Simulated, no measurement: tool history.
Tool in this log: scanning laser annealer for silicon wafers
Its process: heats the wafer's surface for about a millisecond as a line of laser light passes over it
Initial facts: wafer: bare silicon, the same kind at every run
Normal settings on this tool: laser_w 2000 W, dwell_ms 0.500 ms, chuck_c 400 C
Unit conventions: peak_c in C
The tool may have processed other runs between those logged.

run     day  laser_w  dwell_ms  chuck_c  peak_c
  1   0.000     2000     0.500      400    1174
  2   0.362     2000     0.500      400    1173
  3   0.642     2000     0.500      400    1172
  4   1.196     2000     0.500      400    1168
  5   1.758     2000     0.500      400    1170
  6   2.304     1966     0.500      400    1155
  7   2.804     1966     0.500      400    1158
  8   3.125     2108     0.500      400    1215
  9   3.546     2108     0.500      400    1211
 10   4.012     2108     0.500      400    1212
 11   4.562     2000     0.500      400    1169
 12   5.071     2000     0.500      400    1168
 13   5.592     2000     0.500      400    1166
 14   6.071     2000     0.500      400    1166
 15   6.442     2000     0.500      400    1168
 16   6.875     2000     0.500      400    1169
 17   7.158     2000     0.500      400    1169
 18   7.608     2083     0.489      400    1193
 19   8.133     2044     0.444      382    1123
 20   8.717     2162     0.444      404    1189
 21   9.000     1850     0.431      377    1035
 22   9.383     2169     0.569      387    1271
 23   9.983     2050     0.566      378    1209
 24  10.592     2050     0.566      378    1210
 25  11.075     1726     0.363      400     967
 26  11.608     1726     0.363      400     968
 27  12.133     1726     0.363      400     965

The next listed run, before its measurement:
 28  12.454     1726     0.359      363       ?

{"run 28": {"peak_c": 926}}
With no hidden state in the tool, this same run would have given peak_c 950 C.
